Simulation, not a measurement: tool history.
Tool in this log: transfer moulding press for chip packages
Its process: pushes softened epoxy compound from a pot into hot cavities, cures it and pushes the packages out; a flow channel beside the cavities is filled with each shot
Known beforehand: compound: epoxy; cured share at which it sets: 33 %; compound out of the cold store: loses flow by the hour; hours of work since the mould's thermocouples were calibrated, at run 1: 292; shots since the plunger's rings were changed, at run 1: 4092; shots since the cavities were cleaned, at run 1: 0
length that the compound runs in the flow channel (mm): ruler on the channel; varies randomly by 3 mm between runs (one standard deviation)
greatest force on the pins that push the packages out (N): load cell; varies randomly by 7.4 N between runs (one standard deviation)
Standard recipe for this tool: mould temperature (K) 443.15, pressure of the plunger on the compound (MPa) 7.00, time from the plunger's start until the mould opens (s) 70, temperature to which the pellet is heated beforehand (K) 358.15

| run | hour | mould temperature (K) | pressure of the plunger on the compound (MPa) | time from the plunger's start until the mould opens (s) | temperature to which the pellet is heated beforehand (K) | hours of work since the mould's thermocouples were calibrated | shots since the plunger's rings were changed | shots since the cavities were cleaned | incoming compound's hours out of the cold store | length that the compound runs in the flow channel (mm) | greatest force on the pins that push the packages out (N) |
|---|---|---|---|---|---|---|---|---|---|---|---|
| 1 | 0.0 | 443.15 | 7.00 | 70 | 358.15 | 292 | 4092 | 0 | 45.7 | 481 | 300 |
| 2 | 6.5 | 443.15 | 7.00 | 70 | 358.15 | 296 | 4180 | 88 | 16.5 | 577 | 334 |
| 3 | 18.6 | 443.15 | 7.00 | 60 | 358.15 | 303 | 4342 | 250 | 36.7 | 503 | 501 |
| 4 | 27.0 | 443.15 | 7.00 | 60 | 358.15 | 309 | 4455 | 363 | 20.1 | 568 | 566 |
| 5 | 34.1 | 443.15 | 7.00 | 60 | 358.15 | 313 | 4549 | 457 | 40.5 | 486 | 537 |
| 6 | 40.5 | 443.15 | 7.00 | 90 | 358.15 | 317 | 4635 | 543 | 14.4 | 586 | 393 |
| 7 | 48.0 | 447.15 | 7.00 | 70 | 358.15 | 322 | 4736 | 644 | 14.5 | 578 | 426 |
| 8 | 60.9 | 447.15 | 7.00 | 70 | 358.15 | 330 | 4909 | 817 | 34.9 | 496 | 435 |
|  | 70.9 | cavities cleaned with cleaning compound and waxed |
| 9 | 73.9 | 447.15 | 7.00 | 70 | 358.15 | 337 | 5063 | 41 | 47.9 | 453 | 285 |
| 10 | 84.4 | 447.15 | 7.00 | 70 | 358.15 | 344 | 5204 | 182 | 44.0 | 468 | 320 |
| 11 | 93.0 | 447.15 | 5.43 | 52 | 358.15 | 350 | 5320 | 298 | 38.3 | 429 | 541 |
| 12 | 99.6 | 438.15 | 7.00 | 78 | 358.15 | 354 | 5407 | 385 | 32.1 | 519 | 466 |
| 13 | 112.7 | 446.15 | 8.31 | 70 | 358.15 | 362 | 5583 | 561 | 24.1 | 579 | 421 |
| 14 | 120.4 | 446.15 | 8.31 | 61 | 358.15 | 367 | 5687 | 665 | 19.0 | 598 | 524 |
| 15 | 131.1 | 446.15 | 8.31 | 61 | 358.15 | 374 | 5830 | 808 | 31.0 | 551 | 536 |
|  | 142.1 | cavities cleaned with cleaning compound and waxed |
| 16 | 145.2 | 440.15 | 5.82 | 54 | 355.15 | 382 | 5999 | 42 | 10.4 | 542 | 762 |
| 17 | 155.2 | 444.15 | 5.82 | 54 | 367.15 | 388 | 6133 | 176 | 16.0 | 507 | 587 |

A few steps of length that the compound runs in the flow channel (mm) between consecutive runs. Split each: what settings, incoming material and random variation would produce without the hidden state, and what is left over for the hidden state, along with gauge scatter present in only one of the two compared results (measured, and without hidden state):
Hidden conditions of the tool in this case: true mould temperature over the reading, C; pressure that reaches the compound, % of what is set; grip of the stained cavities, % over clean ones'; drift of the gauge itself on flow_mm, %; drift of the gauge itself on push_out_n, %.
Run 5 -> 6: time from the plunger's start until the mould opens (s) 60 -> 90. length that the compound runs in the flow channel (mm) +100: hidden state -10, all else +110.
Run 11 -> 12: mould temperature (K) 447.15 -> 438.15, pressure of the plunger on the compound (MPa) 5.43 -> 7.00, time from the plunger's start until the mould opens (s) 52 -> 78. length that the compound runs in the flow channel (mm) +90: hidden state -11, all else +101.
